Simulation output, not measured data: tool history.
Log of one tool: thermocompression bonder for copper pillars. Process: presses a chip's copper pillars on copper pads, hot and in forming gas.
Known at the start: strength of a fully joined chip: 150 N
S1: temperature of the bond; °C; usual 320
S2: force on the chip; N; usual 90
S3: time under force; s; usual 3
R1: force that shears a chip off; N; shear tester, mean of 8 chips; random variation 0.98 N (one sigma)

run	day	S1	S2	S3	R1
1	0.000	320	90	3	70.9
2	2.158	320	90	5	84.0
3	4.238	338	90	5	98.1
# day 4.779: heater calibrated with a thermocouple chip
# day 4.800: forming gas filter changed
4	6.862	338	90	5	100.3
5	9.058	338	90	5	97.4
6	10.958	338	90	5	96.6
7	13.146	297	90	3	49.2
8	16.525	320	90	3	66.4
# day 17.696: forming gas filter changed
# day 18.425: heater calibrated with a thermocouple chip, once more
9	19.246	320	90	3	81.4
10	20.979	320	90	3	82.3
11	24.067	320	133	3	101.2
12	26.288	320	133	3	101.9
13	27.892	320	133	3	102.7
# day 30.638: forming gas filter changed
14	30.846	308	133	7	118.8
15	32.433	330	70	3	74.8
16	35.392	330	70	3	74.0
17	38.812	330	70	3	70.9
18	41.392	343	90	5	107.2
# day 43.650: forming gas filter changed
19	43.742	343	90	5	111.8
20	46.496	320	88	3	79.8
21	48.308	320	88	3	76.2
22	51.346	320	104	8	110.5
23	53.867	320	104	8	108.3
24	55.312	320	68	2	51.0
# day 56.567: forming gas filter changed
25	57.592	305	119	3	80.7
26	60.367	292	119	3	70.1

Forecast each of these 3 alternatives for the next run:
A	62.658	340	119	3	?
B	62.658	292	95	3	?
C	62.658	292	123	3	?

run	R1
A	109.5
B	55.6
C	71.5
Without the tool's hidden state the same runs would have given:
run	R1
A	117.1
B	61.6
C	78.7

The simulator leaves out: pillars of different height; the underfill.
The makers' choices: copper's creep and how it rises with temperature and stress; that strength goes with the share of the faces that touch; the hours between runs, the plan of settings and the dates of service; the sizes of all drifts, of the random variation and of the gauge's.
